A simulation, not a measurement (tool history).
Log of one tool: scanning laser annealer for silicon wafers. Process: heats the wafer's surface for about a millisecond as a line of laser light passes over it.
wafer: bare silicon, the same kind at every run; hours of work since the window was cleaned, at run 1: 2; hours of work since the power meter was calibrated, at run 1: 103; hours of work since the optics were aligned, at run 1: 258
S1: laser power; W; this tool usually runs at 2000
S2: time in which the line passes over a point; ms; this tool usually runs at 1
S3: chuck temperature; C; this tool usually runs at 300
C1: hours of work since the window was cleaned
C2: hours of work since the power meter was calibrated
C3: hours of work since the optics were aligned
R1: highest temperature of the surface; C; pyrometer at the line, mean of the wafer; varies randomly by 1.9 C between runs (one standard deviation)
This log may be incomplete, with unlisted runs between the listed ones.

run   hour    S1    S2   S3   C1   C2   C3    R1
  1      0  2000     1  300    2  103  258  1101
  2   19.5  2000     1  300   10  111  266  1102
  3   48.5  2000     1  300   22  124  278  1099
  4   66.1  2000     1  318   30  131  286  1115
  5   98.4  1794     1  300   44  145  300  1007
  6  137.2  2000     1  300   60  161  316  1097
  7  154.7  2000     1  300   68  169  324  1098
  8  174.5  2000  0.99  300   76  177  332  1098
  9  212.3  2000  0.99  300   92  193  348  1096
 10  236.2  1984  0.99  300  102  204  358  1089
 11  259.4  2000     1  300  112  214  368  1097
 12  280.8  2000  0.89  300  121  223  377  1059
 13  318.8  2000  0.89  300  137  239  394  1059
 14  341.3  2000  0.89  300  147  248  403  1054
 15    359  2000  1.05  300  155  256  411  1120
 16  392.4  2000     1  289  169  270  425  1089
 17  410.1  2000     1  289  176  278  432  1088
 18  438.6  2000  1.09  300  188  290  445  1128
 19  465.2  1764  0.75  304  200  301  456   914
 20  503.9  1764  0.75  304  216  318  472   912
 21  541.9  1764  0.75  304  232  334  489   913
 22  569.5  2034     1  284  244  346  500  1099
 23  598.4  2034     1  284  256  358  513  1096
 24  635.9  2004  1.01  304  272  374  529  1108
 25  663.5  2063  1.08  264  284  386  540  1119
 26  687.6  2063  1.08  264  294  396  551  1115
 27  711.3  2063   0.9  264  305  406  561  1053
 28  727.9  2063   0.9  264  312  413  568  1054
 29  759.3  1937  1.05  292  325  426  581  1081
 30  784.2  2187  1.05  302  336  437  592  1206
 31  820.4  1805  1.05  314  351  452  607  1043
 32  848.4  1799  1.13  314  363  464  619  1063
 33  882.2  1704  1.11  291  377  479  633   989
 34    905  1704  1.11  291  387  488  643   987
 35  930.2  1704  1.11  291  398  499  654   987

Branching from run 35: 5 alternative next runs. What would each branch give?
  A  966.4  1704  1.11  303  413  515  669   ?
  B  966.4  1712  0.76  316  413  515  669   ?
  C  966.4  2000  0.85  300  413  515  669   ?
  D  966.4  2000   1.1  300  413  515  669   ?
  E  966.4  1955     1  278  413  515  669   ?

run    R1
  A  1002
  B   909
  C  1045
  D  1137
  E  1057
Stripped of hidden state, with their random variation kept, the same runs would have yielded:
run    R1
  A  1003
  B   910
  C  1046
  D  1138
  E  1058
